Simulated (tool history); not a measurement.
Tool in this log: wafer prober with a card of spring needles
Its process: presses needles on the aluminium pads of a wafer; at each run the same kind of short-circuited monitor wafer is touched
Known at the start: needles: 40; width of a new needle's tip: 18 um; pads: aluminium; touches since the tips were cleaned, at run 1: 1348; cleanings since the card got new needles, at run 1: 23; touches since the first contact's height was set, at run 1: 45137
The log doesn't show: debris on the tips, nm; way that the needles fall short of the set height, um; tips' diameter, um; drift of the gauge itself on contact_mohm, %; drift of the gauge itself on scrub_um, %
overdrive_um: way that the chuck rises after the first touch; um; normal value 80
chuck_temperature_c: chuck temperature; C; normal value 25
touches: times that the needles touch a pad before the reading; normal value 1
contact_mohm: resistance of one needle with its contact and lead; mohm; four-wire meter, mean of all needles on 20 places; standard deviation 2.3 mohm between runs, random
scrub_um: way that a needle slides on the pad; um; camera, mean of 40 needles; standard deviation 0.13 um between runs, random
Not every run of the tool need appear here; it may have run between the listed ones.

| run | day | overdrive_um | chuck_temperature_c | touches | touches since the tips were cleaned | cleanings since the card got new needles | touches since the first contact's height was set | contact_mohm | scrub_um |
|---|---|---|---|---|---|---|---|---|---|
| 1 | 0 | 80 | 25 | 1 | 1348 | 23 | 45137 | 278 | 9.9 |
|  | 0.033 | tips cleaned on abrasive film |
|  | 0.192 | tips cleaned on abrasive film |
|  | 0.321 | tips cleaned on abrasive film |
|  | 0.479 | tips cleaned on abrasive film |
|  | 0.608 | tips cleaned on abrasive film |
| 2 | 0.696 | 80 | 25 | 1 | 1153 | 28 | 53880 | 276 | 9.83 |
|  | 0.762 | tips cleaned on abrasive film |
|  | 0.921 | tips cleaned on abrasive film |
|  | 1.079 | tips cleaned on abrasive film |
|  | 1.208 | tips cleaned on abrasive film |
| 3 | 1.233 | 80 | 25 | 1 | 340 | 32 | 60609 | 267 | 9.84 |
|  | 1.358 | tips cleaned on abrasive film |
|  | 1.517 | tips cleaned on abrasive film |
|  | 1.646 | tips cleaned on abrasive film |
| 4 | 1.712 | 80 | 111 | 1 | 832 | 35 | 66633 | 300 | 9.87 |
|  | 1.775 | tips cleaned on abrasive film |
|  | 1.904 | tips cleaned on abrasive film |
|  | 2.062 | tips cleaned on abrasive film |
|  | 2.221 | tips cleaned on abrasive film |
|  | 2.35 | tips cleaned on abrasive film |
| 5 | 2.392 | 63 | 111 | 1 | 545 | 40 | 75162 | 309 | 7.65 |
|  | 2.488 | tips cleaned on abrasive film |
|  | 2.612 | tips cleaned on abrasive film |
|  | 2.771 | tips cleaned on abrasive film |
|  | 2.9 | tips cleaned on abrasive film |
|  | 3.058 | tips cleaned on abrasive film |
|  | 3.217 | tips cleaned on abrasive film |
| 6 | 3.233 | 63 | 111 | 1 | 210 | 46 | 85755 | 300 | 7.49 |
|  | 3.362 | tips cleaned on abrasive film |
|  | 3.521 | tips cleaned on abrasive film |
|  | 3.679 | tips cleaned on abrasive film |
|  | 3.804 | tips cleaned on abrasive film |
|  | 3.962 | tips cleaned on abrasive film |
| 7 | 4.083 | 80 | 25 | 2 | 1568 | 51 | 96508 | 278 | 9.5 |
|  | 4.121 | tips cleaned on abrasive film |
|  | 4.279 | tips cleaned on abrasive film |
|  | 4.438 | tips cleaned on abrasive film |
|  | 4.596 | tips cleaned on abrasive film |
| 8 | 4.6 | 80 | 38 | 1 | 87 | 55 | 102985 | 267 | 9.66 |
|  | 4.729 | tips cleaned on abrasive film |
|  | 4.888 | tips cleaned on abrasive film |
|  | 5.046 | tips cleaned on abrasive film |
|  | 5.175 | tips cleaned on abrasive film |
| 9 | 5.271 | 80 | 25 | 1 | 1255 | 59 | 111430 | 286 | 9.79 |
|  | 5.304 | tips cleaned on abrasive film |
|  | 5.462 | tips cleaned on abrasive film |
|  | 5.621 | tips cleaned on abrasive film |
| 10 | 5.688 | 80 | 25 | 1 | 812 | 62 | 116638 | 281 | 9.54 |
|  | 5.754 | tips cleaned on abrasive film |
|  | 5.912 | tips cleaned on abrasive film |
|  | 6.071 | tips cleaned on abrasive film |
|  | 6.229 | tips cleaned on abrasive film |
| 11 | 6.271 | 80 | 25 | 1 | 544 | 66 | 123988 | 274 | 9.46 |
|  | 6.367 | tips cleaned on abrasive film |
|  | 6.496 | tips cleaned on abrasive film |
|  | 6.654 | tips cleaned on abrasive film |
|  | 6.779 | tips cleaned on abrasive film |
|  | 6.938 | tips cleaned on abrasive film |
| 12 | 6.958 | 80 | 25 | 1 | 254 | 71 | 132628 | 271 | 9.58 |
|  | 7.088 | tips cleaned on abrasive film |
|  | 7.246 | tips cleaned on abrasive film |
|  | 7.371 | tips cleaned on abrasive film |
| 13 | 7.475 | 80 | 25 | 1 | 1313 | 74 | 139133 | 289 | 9.54 |
|  | 7.508 | tips cleaned on abrasive film |
|  | 7.638 | tips cleaned on abrasive film |
|  | 7.796 | tips cleaned on abrasive film |
|  | 7.954 | tips cleaned on abrasive film |
|  | 8.112 | tips cleaned on abrasive film |
| 14 | 8.196 | 80 | 25 | 2 | 1072 | 79 | 148192 | 277 | 9.64 |
|  | 8.258 | tips cleaned on abrasive film |
|  | 8.388 | tips cleaned on abrasive film |
|  | 8.546 | tips cleaned on abrasive film |
|  | 8.704 | tips cleaned on abrasive film |
| 15 | 8.775 | 94 | 25 | 3 | 915 | 83 | 155497 | 269 | 11.02 |
|  | 8.842 | tips cleaned on abrasive film |
|  | 9 | tips cleaned on abrasive film |
|  | 9.158 | tips cleaned on abrasive film |
|  | 9.317 | tips cleaned on abrasive film |
|  | 9.475 | tips cleaned on abrasive film |
| 16 | 9.483 | 75 | 74 | 2 | 128 | 88 | 164408 | 286 | 8.66 |
|  | 9.525 | height of the first contact set anew |
|  | 9.625 | tips cleaned on abrasive film |
|  | 9.783 | tips cleaned on abrasive film |
|  | 9.908 | tips cleaned on abrasive film |
| 17 | 10.021 | 75 | 74 | 2 | 1448 | 91 | 6241 | 302 | 8.27 |
|  | 10.058 | tips cleaned on abrasive film |
|  | 10.183 | tips cleaned on abrasive film |
|  | 10.342 | tips cleaned on abrasive film |
|  | 10.471 | tips cleaned on abrasive film |
|  | 10.629 | tips cleaned on abrasive film |
| 18 | 10.671 | 62 | 74 | 3 | 544 | 96 | 14372 | 294 | 6.49 |
|  | 10.767 | tips cleaned on abrasive film |
|  | 10.925 | tips cleaned on abrasive film |
|  | 11.083 | tips cleaned on abrasive film |
|  | 11.242 | tips cleaned on abrasive film |
|  | 11.4 | tips cleaned on abrasive film |
| 19 | 11.475 | 62 | 61 | 2 | 942 | 101 | 24499 | 313 | 6.6 |
|  | 11.542 | tips cleaned on abrasive film |
|  | 11.7 | tips cleaned on abrasive film |
|  | 11.858 | tips cleaned on abrasive film |
|  | 12.017 | tips cleaned on abrasive film |
|  | 12.142 | tips cleaned on abrasive film |
| 20 | 12.225 | 62 | 61 | 2 | 1075 | 106 | 33961 | 312 | 6.44 |
|  | 12.292 | tips cleaned on abrasive film |
|  | 12.45 | tips cleaned on abrasive film |
|  | 12.608 | tips cleaned on abrasive film |
|  | 12.767 | tips cleaned on abrasive film |
|  | 12.925 | tips cleaned on abrasive film |
|  | 13.054 | tips cleaned on abrasive film |
| 21 | 13.092 | 62 | 61 | 2 | 519 | 112 | 44863 | 301 | 6.37 |
|  | 13.188 | tips cleaned on abrasive film |
|  | 13.346 | tips cleaned on abrasive film |
|  | 13.504 | tips cleaned on abrasive film |
| 22 | 13.612 | 95 | 31 | 2 | 1400 | 115 | 51452 | 279 | 10.72 |
|  | 13.65 | tips cleaned on abrasive film |
|  | 13.783 | height of the first contact set anew, once more |
|  | 13.788 | tips cleaned on abrasive film |
|  | 13.946 | tips cleaned on abrasive film |
| 23 | 13.996 | 73 | 80 | 1 | 617 | 118 | 2613 | 292 | 9.37 |
|  | 14.092 | tips cleaned on abrasive film |
|  | 14.25 | tips cleaned on abrasive film |
|  | 14.379 | tips cleaned on abrasive film |
|  | 14.521 | tips cleaned on abrasive film |
| 24 | 14.521 | 73 | 42 | 3 | 0 | 122 | 9224 | 261 | 9.15 |
|  | 14.65 | tips cleaned on abrasive film |
|  | 14.808 | tips cleaned on abrasive film |
|  | 14.967 | tips cleaned on abrasive film |
| 25 | 15.083 | 80 | 30 | 3 | 1516 | 125 | 16332 | 274 | 9.86 |

Forecast each of these 4 alternatives for the next run:
|  | 15.121 | tips cleaned on abrasive film |
|  | 15.279 | tips cleaned on abrasive film |
|  | 15.404 | tips cleaned on abrasive film |
|  | 15.55 | tips cleaned on abrasive film |
| A | 15.55 | 80 | 25 | 2 | 0 | 129 | 22137 | ? | ? |
|  | 15.121 | tips cleaned on abrasive film |
|  | 15.279 | tips cleaned on abrasive film |
|  | 15.404 | tips cleaned on abrasive film |
|  | 15.55 | tips cleaned on abrasive film |
| B | 15.55 | 63 | 25 | 1 | 0 | 129 | 22137 | ? | ? |
|  | 15.121 | tips cleaned on abrasive film |
|  | 15.279 | tips cleaned on abrasive film |
|  | 15.404 | tips cleaned on abrasive film |
|  | 15.55 | tips cleaned on abrasive film |
| C | 15.55 | 86 | 35 | 3 | 0 | 129 | 22137 | ? | ? |
|  | 15.121 | tips cleaned on abrasive film |
|  | 15.279 | tips cleaned on abrasive film |
|  | 15.404 | tips cleaned on abrasive film |
|  | 15.55 | tips cleaned on abrasive film |
| D | 15.55 | 98 | 75 | 1 | 0 | 129 | 22137 | ? | ? |

| run | contact_mohm | scrub_um |
|---|---|---|
| A | 257 | 10 |
| B | 269 | 8.02 |
| C | 262 | 10.78 |
| D | 272 | 12.34 |
With the hidden condition removed and each run's random variation left untouched, the same runs would have given:
| run | contact_mohm | scrub_um |
|---|---|---|
| A | 252 | 10.13 |
| B | 260 | 8.16 |
| C | 258 | 10.92 |
| D | 268 | 12.47 |

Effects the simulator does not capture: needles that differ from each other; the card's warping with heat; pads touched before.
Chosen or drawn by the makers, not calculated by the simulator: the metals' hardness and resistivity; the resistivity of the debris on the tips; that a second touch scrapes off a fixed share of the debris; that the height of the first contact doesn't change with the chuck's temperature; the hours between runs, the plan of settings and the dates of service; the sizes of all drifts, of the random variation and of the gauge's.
